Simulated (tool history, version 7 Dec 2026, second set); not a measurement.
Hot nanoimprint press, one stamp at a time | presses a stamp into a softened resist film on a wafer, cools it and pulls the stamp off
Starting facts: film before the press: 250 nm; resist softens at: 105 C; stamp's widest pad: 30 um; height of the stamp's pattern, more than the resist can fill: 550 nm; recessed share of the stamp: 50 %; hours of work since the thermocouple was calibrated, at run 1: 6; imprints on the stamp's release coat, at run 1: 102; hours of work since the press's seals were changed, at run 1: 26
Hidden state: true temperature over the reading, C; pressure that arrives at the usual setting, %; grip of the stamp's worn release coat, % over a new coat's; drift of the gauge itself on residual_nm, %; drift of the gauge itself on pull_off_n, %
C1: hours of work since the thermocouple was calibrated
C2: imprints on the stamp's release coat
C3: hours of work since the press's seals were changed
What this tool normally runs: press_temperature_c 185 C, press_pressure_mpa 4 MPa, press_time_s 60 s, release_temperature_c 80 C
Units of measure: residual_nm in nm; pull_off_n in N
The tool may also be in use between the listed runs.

Run 1, day 0: usual settings; C1 6; C2 102; C3 26. Result: residual_nm 141.9 nm, pull_off_n 182.1 N.
Run 2, day 1.529: usual settings; C1 30; C2 201; C3 50. Result: residual_nm 142.2 nm, pull_off_n 183.8 N.
Run 3, day 2.662: usual settings but press_pressure_mpa 5.03 MPa; C1 49; C2 275; C3 69. Result: residual_nm 129.7 nm, pull_off_n 186.4 N.
Run 4, day 4.217: usual settings but press_pressure_mpa 5.03 MPa; C1 74; C2 376; C3 94. Result: residual_nm 131 nm, pull_off_n 187.9 N.
Run 5, day 5.854: usual settings; C1 101; C2 482; C3 121. Result: residual_nm 144.5 nm, pull_off_n 191.5 N.
At day 6.933: stamp cleaned and given a new release coat.
Run 6, day 8.367: usual settings; C1 137; C2 94; C3 157. Result: residual_nm 144.5 nm, pull_off_n 184.2 N.
Run 7, day 9.592: usual settings; C1 157; C2 173; C3 177. Result: residual_nm 146.6 nm, pull_off_n 186.4 N.
Run 8, day 10.883: usual settings; C1 178; C2 257; C3 198. Result: residual_nm 146.8 nm, pull_off_n 188 N.
Run 9, day 13.083: usual settings; C1 214; C2 400; C3 234. Result: residual_nm 147.2 nm, pull_off_n 190.9 N.
Run 10, day 14.933: usual settings; C1 244; C2 520; C3 264. Result: residual_nm 148.7 nm, pull_off_n 195.3 N.
At day 15.379: stamp cleaned and given a new release coat.
Run 11, day 16.95: usual settings; C1 273; C2 102; C3 293. Result: residual_nm 149.2 nm, pull_off_n 187.1 N.
Run 12, day 18.625: usual settings; C1 300; C2 211; C3 320. Result: residual_nm 149.5 nm, pull_off_n 189.9 N.
At day 19.538: plate thermocouple calibrated.
Run 13, day 20.95: usual settings; C1 23; C2 354; C3 356. Result: residual_nm 142.6 nm, pull_off_n 186.2 N.
Run 14, day 22.067: usual settings but press_temperature_c 189 C; C1 41; C2 427; C3 374. Result: residual_nm 122.4 nm, pull_off_n 188 N.
At day 23.979: stamp cleaned and given a new release coat.
Run 15, day 24.021: usual settings; C1 69; C2 2; C3 401. Result: residual_nm 144.6 nm, pull_off_n 180.1 N.
Run 16, day 25.583: usual settings but press_pressure_mpa 2.44 MPa, press_time_s 118 s, release_temperature_c 82 C; C1 94; C2 104; C3 427. Result: residual_nm 141 nm, pull_off_n 174.5 N.
Run 17, day 26.608: usual settings but press_pressure_mpa 2.44 MPa, press_time_s 118 s, release_temperature_c 82 C; C1 111; C2 170; C3 443. Result: residual_nm 140.8 nm, pull_off_n 176.3 N.
Run 18, day 27.658: usual settings but press_temperature_c 186 C, press_pressure_mpa 2.44 MPa, press_time_s 116 s, release_temperature_c 82 C; C1 128; C2 239; C3 460. Result: residual_nm 137.1 nm, pull_off_n 177.1 N.
Run 19, day 28.942: usual settings but press_pressure_mpa 4.02 MPa, release_temperature_c 79 C; C1 149; C2 322; C3 481. Result: residual_nm 145.2 nm, pull_off_n 191.8 N.
Run 20, day 31.329: usual settings but press_time_s 102 s; C1 187; C2 477; C3 520. Result: residual_nm 122.8 nm, pull_off_n 191 N.
At day 32.446: stamp cleaned and given a new release coat.
Run 21, day 33.2: usual settings but press_time_s 102 s; C1 214; C2 49; C3 546. Result: residual_nm 122.9 nm, pull_off_n 183.3 N.
Run 22, day 34.7: usual settings but press_pressure_mpa 2.89 MPa, press_time_s 101 s; C1 238; C2 146; C3 571. Result: residual_nm 141.5 nm, pull_off_n 185.7 N.
Run 23, day 36.371: usual settings but press_pressure_mpa 2.89 MPa, press_time_s 101 s; C1 265; C2 255; C3 598. Result: residual_nm 142.9 nm, pull_off_n 190.1 N.
At day 37.471: press's hydraulic seals changed and the load cell set to zero.
Run 24, day 38.338: usual settings but press_pressure_mpa 2.89 MPa, press_time_s 101 s; C1 292; C2 361; C3 14. Result: residual_nm 141.4 nm, pull_off_n 189.6 N.
Run 25, day 39.512: usual settings but press_temperature_c 195 C, press_pressure_mpa 2.89 MPa, press_time_s 110 s; C1 311; C2 437; C3 33. Result: residual_nm 92.6 nm, pull_off_n 193.2 N.
At day 39.767: plate thermocouple calibrated.
At day 41.383: stamp cleaned and given a new release coat.
Run 26, day 42.288: usual settings but press_pressure_mpa 3.86 MPa, press_time_s 82 s, release_temperature_c 86 C; C1 37; C2 59; C3 72. Result: residual_nm 131.4 nm, pull_off_n 159 N.
Run 27, day 43.842: usual settings but press_temperature_c 188 C, press_pressure_mpa 2.78 MPa, press_time_s 53 s, release_temperature_c 84 C; C1 62; C2 160; C3 97. Result: residual_nm 154.8 nm, pull_off_n 168.2 N.
Run 28, day 45.638: usual settings but press_pressure_mpa 3.75 MPa, press_time_s 32 s, release_temperature_c 82 C; C1 91; C2 277; C3 127. Result: residual_nm 176.7 nm, pull_off_n 179.8 N.
Run 29, day 47.817: usual settings but press_pressure_mpa 3.75 MPa, press_time_s 32 s, release_temperature_c 82 C; C1 127; C2 419; C3 162. Result: residual_nm 177.9 nm, pull_off_n 183.4 N.

How would selected steps in residual_nm from run to run divide? Give the signed amount a tool lacking its hidden state would still show from settings, what came in and random variation, and the signed amount left for the hidden state, including any gauge scatter that is not in both of the compared results.
Run 12 -> 13: plate thermocouple calibrated. residual_nm -6.9 nm: hidden state -7.1, all else +0.2.
Run 24 -> 25: press_temperature_c 185 -> 195, press_time_s 101 -> 110. residual_nm -48.8 nm: hidden state -1.1, all else -47.7.
Run 25 -> 26: press_temperature_c 195 -> 185, press_pressure_mpa 2.89 -> 3.86, press_time_s 110 -> 82, release_temperature_c 80 -> 86, plate thermocouple calibrated, stamp cleaned and given a new release coat. residual_nm +38.8 nm: hidden state -2.6, all else +41.4.
